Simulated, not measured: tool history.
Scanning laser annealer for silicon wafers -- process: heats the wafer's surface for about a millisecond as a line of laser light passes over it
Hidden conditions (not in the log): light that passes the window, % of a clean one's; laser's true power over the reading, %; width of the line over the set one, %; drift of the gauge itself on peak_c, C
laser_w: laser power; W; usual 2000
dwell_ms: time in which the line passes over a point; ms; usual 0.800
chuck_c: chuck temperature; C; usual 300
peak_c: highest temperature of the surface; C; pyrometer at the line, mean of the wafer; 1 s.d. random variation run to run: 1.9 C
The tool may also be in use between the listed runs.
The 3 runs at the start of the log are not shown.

| run | hour | laser_w | dwell_ms | chuck_c | hours of work since the window was cleaned | hours of work since the power meter was calibrated | hours of work since the optics were aligned | peak_c |
|---|---|---|---|---|---|---|---|---|
| 4 | 33.1 | 1800 | 0.800 | 300 | 186 | 54 | 628 | 983 |
| 5 | 41.3 | 1800 | 0.800 | 300 | 192 | 60 | 633 | 984 |
| 6 | 47.2 | 1800 | 0.800 | 300 | 196 | 64 | 637 | 983 |
| 7 | 57.9 | 2000 | 0.800 | 300 | 203 | 71 | 645 | 1064 |
| 8 | 65.9 | 2000 | 0.800 | 300 | 209 | 77 | 650 | 1063 |
| 9 | 72.9 | 2000 | 0.800 | 300 | 213 | 81 | 655 | 1063 |
| 10 | 82.1 | 2000 | 0.800 | 300 | 220 | 88 | 661 | 1059 |
| 11 | 94.8 | 2000 | 0.800 | 300 | 228 | 96 | 670 | 1057 |
| 12 | 102.9 | 2000 | 0.800 | 300 | 234 | 102 | 675 | 1062 |
| 13 | 109.7 | 2000 | 0.800 | 300 | 238 | 106 | 680 | 1056 |
| 14 | 121.2 | 2000 | 0.800 | 300 | 246 | 114 | 688 | 1060 |
| 15 | 133.2 | 2000 | 0.800 | 300 | 254 | 123 | 696 | 1056 |
| 16 | 139.7 | 2000 | 0.800 | 300 | 259 | 127 | 700 | 1058 |
| 17 | 151.0 | 2000 | 0.800 | 300 | 267 | 135 | 708 | 1054 |
| 18 | 157.1 | 2000 | 0.800 | 300 | 271 | 139 | 712 | 1055 |
| 19 | 165.6 | 2000 | 0.800 | 300 | 276 | 145 | 718 | 1053 |
|  | 168.3 | window over the wafer cleaned |
| 20 | 176.8 | 1957 | 0.642 | 335 | 6 | 151 | 724 | 972 |
| 21 | 190.2 | 2087 | 0.800 | 300 | 15 | 160 | 733 | 1075 |

For run 22, what comes out?
| 22 | 202.7 | 1820 | 0.933 | 296 | 23 | 168 | 742 | ? |

peak_c: 1027 C
Minus the tool's unlogged condition, the same run would have read peak_c 1080 C.
